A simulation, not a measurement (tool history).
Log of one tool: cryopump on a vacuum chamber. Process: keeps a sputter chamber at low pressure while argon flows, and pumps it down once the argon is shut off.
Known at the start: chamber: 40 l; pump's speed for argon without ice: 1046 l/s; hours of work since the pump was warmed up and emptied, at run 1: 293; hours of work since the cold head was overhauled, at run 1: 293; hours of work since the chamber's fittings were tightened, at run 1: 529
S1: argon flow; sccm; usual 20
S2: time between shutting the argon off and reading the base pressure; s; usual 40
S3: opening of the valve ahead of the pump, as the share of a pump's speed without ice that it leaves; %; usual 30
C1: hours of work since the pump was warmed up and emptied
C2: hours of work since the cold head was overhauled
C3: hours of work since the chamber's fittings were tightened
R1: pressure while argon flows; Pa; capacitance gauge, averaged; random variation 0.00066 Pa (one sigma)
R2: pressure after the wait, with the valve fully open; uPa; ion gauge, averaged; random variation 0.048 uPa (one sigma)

run	hour	S1	S2	S3	C1	C2	C3	R1	R2
1	0.0	20	40	30	293	293	529	0.1103	3.48
2	12.1	20	40	30	298	298	534	0.1119	3.58
3	22.5	20	40	18	303	303	539	0.1841	3.57
4	33.9	20	40	18	308	308	544	0.1828	3.57
5	42.1	20	40	30	312	312	548	0.1120	3.60
6	51.5	20	40	30	316	316	552	0.1112	3.53
7	65.2	20	90	30	322	322	558	0.1111	2.19
8	73.2	20	40	30	326	326	562	0.1128	3.63
9	86.9	20	75	30	332	332	568	0.1132	2.45
10	104.6	20	40	23	340	340	576	0.1435	3.60
11	119.7	20	40	23	347	347	583	0.1447	3.57
12	127.5	20	40	23	350	350	586	0.1445	3.70
13	137.1	20	40	25	354	354	590	0.1333	3.58
14	148.0	20	40	25	359	359	595	0.1333	3.62
15	163.2	20	143	30	366	366	602	0.1122	1.70
16	173.8	12	40	30	371	371	607	0.0671	3.63
17	187.1	12	84	30	377	377	613	0.0668	2.30
18	203.9	12	84	30	385	385	620	0.0677	2.28
19	214.5	12	134	18	389	389	625	0.1110	1.84
20	224.6	12	134	18	394	394	630	0.1104	1.84
21	242.9	12	134	18	402	402	638	0.1115	1.91
22	261.4	12	93	18	410	410	646	0.1111	2.30
23	276.0	12	93	18	417	417	653	0.1106	2.21
24	287.6	12	175	18	422	422	658	0.1118	1.76
25	301.7	20	40	46	429	429	664	0.0756	3.69
26	309.6	20	40	46	432	432	668	0.0756	3.63
27	323.1	31	43	46	438	438	674	0.1169	3.56
28	341.6	9	130	46	447	447	682	0.0346	1.95
29	360.3	9	130	46	455	455	691	0.0342	2.02
30	378.4	9	130	46	463	463	699	0.0343	1.98
31	393.4	9	40	41	470	470	706	0.0384	3.83
32	408.2	9	40	41	476	476	712	0.0380	3.72
33	423.4	9	40	30	483	483	719	0.0520	3.84
34	441.0	9	40	30	491	491	727	0.0512	3.83

5 ways to go on from here, each from the tool as it stands after run 34. What would each give?
A	449.5	17	35	33	495	495	731	?	?
B	449.5	16	40	25	495	495	731	?	?
C	449.5	20	40	23	495	495	731	?	?
D	449.5	9	76	51	495	495	731	?	?
E	449.5	9	40	50	495	495	731	?	?

run	R1	R2
A	0.0882	4.17
B	0.1092	3.91
C	0.1470	3.74
D	0.0312	2.56
E	0.0318	3.82
Without the tool's hidden state the same runs would have given:
run	R1	R2
A	0.0829	3.22
B	0.1042	2.93
C	0.1408	2.81
D	0.0284	1.62
E	0.0289	2.86
